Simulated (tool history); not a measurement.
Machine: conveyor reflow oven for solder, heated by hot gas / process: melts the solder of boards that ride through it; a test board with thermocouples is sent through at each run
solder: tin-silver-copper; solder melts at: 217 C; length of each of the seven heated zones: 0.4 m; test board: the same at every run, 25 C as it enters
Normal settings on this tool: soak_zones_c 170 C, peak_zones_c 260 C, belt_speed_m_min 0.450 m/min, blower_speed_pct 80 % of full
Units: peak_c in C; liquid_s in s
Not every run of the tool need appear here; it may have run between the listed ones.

run,hour,soak_zones_c,peak_zones_c,belt_speed_m_min,blower_speed_pct,peak_c,liquid_s
1,0.0,170,260,0.450,80,247.9,75.8
# hour 20.1: flux residue cleaned out of gas plates and filters
2,48.1,170,260,0.450,80,251.3,80.4
3,82.4,170,260,0.450,80,251.3,81.0
4,140.1,170,260,0.450,84,251.7,81.2
5,172.7,170,260,0.450,84,251.4,81.0
6,226.5,170,260,0.450,84,251.2,80.4
7,287.2,170,260,0.450,84,251.1,80.4
8,329.0,170,260,0.450,84,250.8,80.4
9,370.3,170,260,0.450,84,250.7,80.2
10,408.1,170,260,0.450,84,250.2,79.6
11,457.6,170,260,0.362,80,254.5,106.2
# hour 467.3: belt drive overhauled, speed set with a stopwatch
12,489.2,170,260,0.362,80,254.4,107.2
# hour 515.7: flux residue cleaned out of gas plates and filters
13,547.4,170,260,0.362,80,256.6,111.9
14,578.2,170,260,0.403,62,251.8,93.6
15,622.6,170,260,0.403,62,252.2,92.2
16,677.0,159,260,0.403,62,250.6,86.0
17,722.4,156,260,0.390,56,249.7,85.2
18,767.4,156,265,0.376,81,259.5,102.5
# hour 814.2: belt drive overhauled, speed set with a stopwatch, once more
# hour 821.4: thermocouples of zones 6 and 7 changed
19,821.4,166,265,0.450,80,253.3,78.8

5 ways to go on from here, each from the tool as it stands after run 19. What would each give?
A,863.3,166,262,0.387,80,?,?
B,863.3,169,272,0.450,77,?,?
C,863.3,168,260,0.372,87,?,?
D,863.3,162,257,0.428,80,?,?
E,863.3,164,256,0.450,86,?,?

run,peak_c,liquid_s
A,253.3,94.2
B,259.0,85.0
C,253.1,100.8
D,246.1,74.7
E,245.0,70.3
Without the tool's hidden state the same runs would have given:
run,peak_c,liquid_s
A,255.1,97.1
B,261.3,87.5
C,254.7,103.7
D,248.2,78.7
E,247.3,74.3

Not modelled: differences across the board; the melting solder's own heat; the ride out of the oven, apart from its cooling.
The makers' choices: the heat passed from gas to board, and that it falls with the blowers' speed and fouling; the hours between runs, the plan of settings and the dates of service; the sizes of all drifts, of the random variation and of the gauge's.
